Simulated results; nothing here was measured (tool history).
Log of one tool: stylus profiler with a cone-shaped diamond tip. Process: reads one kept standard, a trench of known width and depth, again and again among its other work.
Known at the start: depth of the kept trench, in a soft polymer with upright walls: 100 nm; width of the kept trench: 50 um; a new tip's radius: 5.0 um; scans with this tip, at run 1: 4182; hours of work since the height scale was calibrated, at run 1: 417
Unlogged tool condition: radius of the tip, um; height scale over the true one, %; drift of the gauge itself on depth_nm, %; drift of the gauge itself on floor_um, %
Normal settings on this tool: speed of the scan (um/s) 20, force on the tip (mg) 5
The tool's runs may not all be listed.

run     day  speed of the scan (um/s)  force on the tip (mg)  scans with this tip  hours of work since the height scale was calibrated  depth of the trench (Å)  width of the trench's floor (um)
  1       0                        20                      5                 4182                                                  417                   1007.6                             47.33
  2   4.096                        20                      5                 4926                                                  491                   1007.2                             47.14
  3   7.754                        20                      5                 5592                                                  558                     1007                             47.07
  4  11.792                        20                      5                 6326                                                  631                     1007                             46.97
  5    16.4                        20                      5                 7164                                                  714                   1006.7                             46.84
  6   20.75                        20                      5                 7955                                                  793                   1006.3                             46.75
  7  23.483                        20                      5                 8452                                                  843                   1005.9                             46.72
     23.821  -- new tip fitted, height scale calibrated
  8  26.125                        20                      5                  419                                                   42                   1009.4                             47.83
  9  28.388                        20                      5                  830                                                   83                   1008.9                             47.75
 10  31.962                        20                   5.29                 1480                                                  148                   1009.2                             47.62
 11  35.679                         7                  11.85                 2156                                                  215                   1015.7                              47.6
 12  38.892                        13                  13.19                 2741                                                  273                   1016.5                             47.51
     39.367  -- height scale calibrated on a step standard
 13  42.579                        21                   4.36                 3408                                                   58                   1007.1                             47.32
 14  45.379                        21                   5.84                 3917                                                  109                     1009                             47.24
     49.479  -- height scale calibrated on a step standard, once more
 15  49.729                        21                   6.13                 4704                                                    5                   1010.6                             47.15
 16  54.288                        21                   6.13                 5534                                                   87                   1010.4                             46.99
 17  58.662                        54                   3.79                 6329                                                  167                   1007.2                             46.67

Run 18 has not been measured yet. What should we expect?
 18  62.967                        15                    3.2                 7112                                                  245                        ?                                 ?

For run 18 the tool returned depth of the trench (Å) 1006.1, width of the trench's floor (um) 46.77.
Had the tool carried no hidden state, the very same run would have given depth of the trench (Å) 1006.7, width of the trench's floor (um) 47.89.
